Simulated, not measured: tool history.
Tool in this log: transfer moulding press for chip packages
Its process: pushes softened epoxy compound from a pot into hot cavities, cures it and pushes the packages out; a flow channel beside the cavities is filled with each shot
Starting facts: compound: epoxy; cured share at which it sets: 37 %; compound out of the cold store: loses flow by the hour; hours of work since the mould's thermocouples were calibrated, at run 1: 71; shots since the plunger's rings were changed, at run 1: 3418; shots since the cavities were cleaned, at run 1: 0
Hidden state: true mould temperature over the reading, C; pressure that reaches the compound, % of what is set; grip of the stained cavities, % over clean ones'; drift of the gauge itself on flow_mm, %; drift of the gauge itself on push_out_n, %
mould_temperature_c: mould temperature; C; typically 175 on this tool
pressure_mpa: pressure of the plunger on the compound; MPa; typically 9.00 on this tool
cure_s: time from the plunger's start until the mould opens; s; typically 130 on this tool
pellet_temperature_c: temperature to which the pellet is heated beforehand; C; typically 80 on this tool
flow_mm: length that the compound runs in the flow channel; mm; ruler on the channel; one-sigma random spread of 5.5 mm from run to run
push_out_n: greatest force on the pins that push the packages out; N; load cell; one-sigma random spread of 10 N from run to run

run    hour  mould_temperature_c  pressure_mpa  cure_s  pellet_temperature_c  hours of work since the mould's thermocouples were calibrated  shots since the plunger's rings were changed  shots since the cavities were cleaned  incoming compound's hours out of the cold store  flow_mm  push_out_n
  1     0.0                  175          9.00     130                    80                                                             71                                          3418                                      0                                             40.3      826         483
  2    35.4                  175          9.00     130                    80                                                             90                                          3678                                    260                                             32.1      833         527
  3    68.5                  175          9.00     130                    80                                                            106                                          3922                                    504                                             16.1      864         627
      111.3  -- cavities cleaned with cleaning compound and waxed
  4   118.5                  175          9.00     130                    80                                                            131                                          4278                                     53                                             37.5      813         496
  5   176.8                  175          9.00     130                    80                                                            161                                          4707                                    482                                             41.3      797         593
  6   212.0                  175          9.00     130                    80                                                            179                                          4965                                    740                                             21.1      848         700
      225.1  -- cavities cleaned with cleaning compound and waxed
  7   249.4                  175          9.00     130                    80                                                            198                                          5229                                    179                                             33.8      808         515
  8   316.7                  175          9.00     130                    80                                                            232                                          5723                                    673                                             23.6      838         623
      325.0  -- plunger's sealing rings changed
      340.9  -- cavities cleaned with cleaning compound and waxed
  9   357.7                  175          9.00     130                    76                                                            251                                           229                                    123                                             31.1      885         493
 10   417.9                  178          9.00     130                    80                                                            282                                           672                                    566                                             11.8      917         560
      455.0  -- cavities cleaned with cleaning compound and waxed
 11   464.7                  175          9.00     130                    83                                                            305                                          1004                                     71                                             20.8      898         503
 12   528.9                  175          9.00     130                    80                                                            338                                          1476                                    543                                             24.3      874         630
 13   558.2                  175          9.22     164                    74                                                            353                                          1691                                    758                                             15.0      919         495
      567.5  -- cavities cleaned with cleaning compound and waxed
 14   601.4                  178          7.21     162                    86                                                            375                                          1998                                    250                                             10.2      813         415
 15   658.1                  178          7.21     129                    85                                                            404                                          2414                                    666                                             44.7      738         558
      680.6  -- cavities cleaned with cleaning compound and waxed
 16   697.6                  178          7.21     129                    85                                                            423                                          2693                                    124                                             10.1      797         465
 17   750.7                  171          9.00     160                    72                                                            450                                          3084                                    515                                             47.5      821         557
      791.4  -- cavities cleaned with cleaning compound and waxed
 18   793.5                  174          9.00     160                    87                                                            472                                          3387                                     15                                             12.1      883         385
 19   830.7                  175          9.00     130                    83                                                            491                                          3660                                    288                                             36.8      831         565
 20   883.2                  175         10.05     130                    80                                                            517                                          4046                                    674                                             17.0      916         670
      902.4  -- cavities cleaned with cleaning compound and waxed
 21   924.5                  179          9.54     127                    80                                                            538                                          4339                                    162                                             39.8      823         459
 22   993.9                  179          9.54     127                    80                                                            573                                          4849                                    672                                             40.7      824         560
     1012.9  -- cavities cleaned with cleaning compound and waxed
 23  1053.7                  173          9.54     131                    80                                                            603                                          5277                                    300                                             21.3      867         676
 24  1098.6                  173          9.54     131                    80                                                            626                                          5607                                    630                                             10.5      892         761

What would each run have given without the hidden state, its run-to-run variation left as it was?
run  flow_mm  push_out_n
  1      869         474
  2      878         438
  3      915         475
  4      866         448
  5      854         441
  6      912         485
  7      873         435
  8      912         438
  9      887         436
 10      924         416
 11      909         453
 12      890         460
 13      939         352
 14      834         345
 15      762         392
 16      826         402
 17      855         407
 18      924         362
 19      873         441
 20      969         458
 21      874         386
 22      882         391
 23      934         515
 24      966         512
